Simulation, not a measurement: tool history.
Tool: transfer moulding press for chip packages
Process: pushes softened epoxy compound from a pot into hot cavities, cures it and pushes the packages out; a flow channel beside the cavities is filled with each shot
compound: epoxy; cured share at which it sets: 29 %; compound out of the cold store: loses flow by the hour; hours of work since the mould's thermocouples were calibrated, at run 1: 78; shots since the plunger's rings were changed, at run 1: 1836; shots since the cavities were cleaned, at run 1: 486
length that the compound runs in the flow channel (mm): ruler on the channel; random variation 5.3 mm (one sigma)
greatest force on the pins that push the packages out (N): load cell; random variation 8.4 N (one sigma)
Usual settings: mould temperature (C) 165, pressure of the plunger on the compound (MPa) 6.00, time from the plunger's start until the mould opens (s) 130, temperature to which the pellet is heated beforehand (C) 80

| run | hour | mould temperature (C) | pressure of the plunger on the compound (MPa) | time from the plunger's start until the mould opens (s) | temperature to which the pellet is heated beforehand (C) | hours of work since the mould's thermocouples were calibrated | shots since the plunger's rings were changed | shots since the cavities were cleaned | incoming compound's hours out of the cold store | length that the compound runs in the flow channel (mm) | greatest force on the pins that push the packages out (N) |
|---|---|---|---|---|---|---|---|---|---|---|---|
| 1 | 0.0 | 165 | 6.00 | 130 | 80 | 78 | 1836 | 486 | 36.4 | 558 | 666 |
| 2 | 5.8 | 165 | 6.00 | 130 | 80 | 81 | 1888 | 538 | 36.3 | 564 | 700 |
| 3 | 13.3 | 165 | 4.55 | 130 | 80 | 86 | 1956 | 606 | 9.8 | 560 | 690 |
| 4 | 22.2 | 165 | 6.00 | 130 | 76 | 91 | 2036 | 686 | 14.7 | 624 | 738 |
| 5 | 27.8 | 165 | 6.00 | 130 | 76 | 95 | 2086 | 736 | 9.8 | 639 | 703 |
| 6 | 34.1 | 165 | 6.00 | 130 | 76 | 98 | 2143 | 793 | 38.5 | 561 | 718 |
|  | 38.9 | cavities cleaned with cleaning compound and waxed |
| 7 | 40.0 | 165 | 6.00 | 130 | 80 | 101 | 2182 | 10 | 22.2 | 592 | 918 |
| 8 | 48.4 | 165 | 6.00 | 130 | 80 | 106 | 2258 | 86 | 15.0 | 623 | 882 |
| 9 | 57.2 | 165 | 6.00 | 130 | 80 | 112 | 2337 | 165 | 19.1 | 605 | 846 |
|  | 64.3 | cavities cleaned with cleaning compound and waxed, once more |
| 10 | 66.6 | 165 | 6.00 | 130 | 80 | 117 | 2409 | 21 | 13.4 | 619 | 405 |
| 11 | 72.2 | 165 | 6.00 | 130 | 76 | 120 | 2459 | 71 | 42.1 | 536 | 444 |
| 12 | 78.7 | 165 | 6.00 | 130 | 76 | 124 | 2517 | 129 | 16.4 | 601 | 510 |
| 13 | 86.2 | 165 | 6.00 | 130 | 80 | 129 | 2585 | 197 | 31.2 | 563 | 553 |
| 14 | 93.2 | 165 | 6.00 | 130 | 80 | 133 | 2648 | 260 | 34.5 | 550 | 600 |
| 15 | 98.1 | 165 | 5.88 | 126 | 80 | 136 | 2692 | 304 | 14.1 | 608 | 639 |
| 16 | 105.7 | 160 | 6.00 | 118 | 80 | 140 | 2761 | 373 | 39.7 | 553 | 986 |
| 17 | 115.0 | 168 | 4.99 | 133 | 80 | 146 | 2844 | 456 | 34.3 | 500 | 624 |
| 18 | 121.5 | 166 | 6.00 | 123 | 80 | 150 | 2902 | 514 | 45.2 | 514 | 669 |
| 19 | 126.9 | 171 | 7.43 | 113 | 78 | 153 | 2951 | 563 | 15.6 | 663 | 650 |
| 20 | 134.7 | 165 | 6.00 | 127 | 80 | 158 | 3021 | 633 | 33.3 | 554 | 709 |
| 21 | 142.2 | 165 | 5.06 | 134 | 80 | 163 | 3088 | 700 | 41.8 | 485 | 655 |
| 22 | 146.2 | 172 | 5.06 | 111 | 80 | 165 | 3124 | 736 | 22.7 | 517 | 647 |
| 23 | 150.2 | 172 | 5.06 | 143 | 83 | 168 | 3161 | 773 | 45.2 | 466 | 616 |
|  | 156.4 | cavities cleaned with cleaning compound and waxed |
| 24 | 156.8 | 171 | 6.53 | 143 | 83 | 171 | 3207 | 3 | 18.7 | 608 | 334 |
| 25 | 160.6 | 165 | 6.53 | 143 | 73 | 173 | 3241 | 37 | 9.3 | 655 | 406 |
| 26 | 165.8 | 172 | 5.52 | 130 | 75 | 176 | 3287 | 83 | 42.9 | 494 | 417 |
| 27 | 171.7 | 173 | 5.52 | 130 | 82 | 180 | 3341 | 137 | 46.7 | 475 | 436 |
| 28 | 178.5 | 173 | 5.52 | 130 | 82 | 184 | 3402 | 198 | 37.2 | 503 | 470 |

Forecast each of these 5 alternatives for the next run:
| A | 184.2 | 169 | 5.52 | 170 | 89 | 188 | 3454 | 250 | 22.2 | ? | ? |
| B | 184.2 | 165 | 4.86 | 130 | 80 | 188 | 3454 | 250 | 29.0 | ? | ? |
| C | 184.2 | 169 | 5.12 | 130 | 82 | 188 | 3454 | 250 | 9.0 | ? | ? |
| D | 184.2 | 173 | 5.52 | 130 | 84 | 188 | 3454 | 250 | 44.4 | ? | ? |
| E | 184.2 | 173 | 5.52 | 121 | 89 | 188 | 3454 | 250 | 32.6 | ? | ? |

| run | length that the compound runs in the flow channel (mm) | greatest force on the pins that push the packages out (N) |
|---|---|---|
| A | 557 | 500 |
| B | 513 | 577 |
| C | 567 | 507 |
| D | 491 | 514 |
| E | 516 | 492 |
Without the tool's hidden state the same runs would have given:
| run | length that the compound runs in the flow channel (mm) | greatest force on the pins that push the packages out (N) |
|---|---|---|
| A | 588 | 317 |
| B | 541 | 367 |
| C | 598 | 322 |
| D | 518 | 328 |
| E | 545 | 312 |

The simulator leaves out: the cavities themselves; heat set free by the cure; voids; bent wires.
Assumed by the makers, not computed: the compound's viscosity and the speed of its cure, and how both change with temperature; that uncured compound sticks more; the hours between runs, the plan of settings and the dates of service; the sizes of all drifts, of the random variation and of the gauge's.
